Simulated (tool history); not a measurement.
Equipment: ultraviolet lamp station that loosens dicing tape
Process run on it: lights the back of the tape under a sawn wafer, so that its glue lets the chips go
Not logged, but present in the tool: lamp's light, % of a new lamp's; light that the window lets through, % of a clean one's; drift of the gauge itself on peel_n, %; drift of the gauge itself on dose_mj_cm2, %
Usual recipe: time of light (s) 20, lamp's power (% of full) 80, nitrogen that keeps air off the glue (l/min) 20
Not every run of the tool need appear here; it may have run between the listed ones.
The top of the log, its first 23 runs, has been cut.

run     day  time of light (s)  lamp's power (% of full)  nitrogen that keeps air off the glue (l/min)  hours of work of the lamp  hours of work since the window was cleaned  force that peels the tape off (N)  light that reached the tape (J/m2)
 24  15.542                 20                        81                                            20                        590                                         143                              0.929                                2160
 25   16.25                 20                        81                                            20                        602                                         155                              0.891                                2170
 26  17.158                 16                        60                                            11                        617                                         170                              3.244                                1210
 27  17.675                 12                        60                                            11                        626                                         179                              4.251                                 970
 28  18.629                 12                        60                                            11                        642                                         195                              4.536                                 960
 29  19.483                 15                        63                                             6                        657                                         209                              4.336                                1240
 30  20.221                 15                        63                                             6                        669                                         222                              4.407                                1220
 31  20.921                 13                        85                                            20                        681                                         234                              2.044                                1430
 32  21.862                 13                        85                                            20                        697                                         250                              2.082                                1420
 33  22.442                 25                        72                                            31                        707                                         260                              0.573                                2270
 34  23.242                 18                        76                                            31                        720                                         273                              1.088                                1740
 35  24.033                 21                        66                                            17                        734                                         287                              1.631                                1740
 36  24.654                 24                        94                                            13                        744                                         297                               0.72                                2800
 37  25.171                 24                        64                                            13                        753                                         306                              1.659                                1890
 38  25.679                 20                        91                                            39                        762                                         314                              0.465                                2240
 39  26.554                 20                        91                                            39                        776                                         329                               0.46                                2270
 40  27.442                 20                        91                                            39                        792                                         344                              0.517                                2210
 41  27.875                 34                        97                                            37                        799                                         352                              0.113                                4020
 42  28.675                 14                        80                                            27                        812                                         365                              1.862                                1330

Here are 4 independent what-if runs from the current tool condition. What would each one return?
  A  29.254                 19                        67                                            20                        822                                         375                                  ?                                   ?
  B  29.254                 31                        80                                            27                        822                                         375                                  ?                                   ?
  C  29.254                 20                        76                                            20                        822                                         375                                  ?                                   ?
  D  29.254                 14                        80                                            20                        822                                         375                                  ?                                   ?

run  force that peels the tape off (N)  light that reached the tape (J/m2)
  A                              1.803                                1540
  B                              0.297                                2990
  C                              1.313                                1810
  D                              2.263                                1360
What these runs would have given with no unlogged condition in the tool:
run  force that peels the tape off (N)  light that reached the tape (J/m2)
  A                              0.992                                2090
  B                              0.145                                4060
  C                              0.665                                2470
  D                              1.324                                1840

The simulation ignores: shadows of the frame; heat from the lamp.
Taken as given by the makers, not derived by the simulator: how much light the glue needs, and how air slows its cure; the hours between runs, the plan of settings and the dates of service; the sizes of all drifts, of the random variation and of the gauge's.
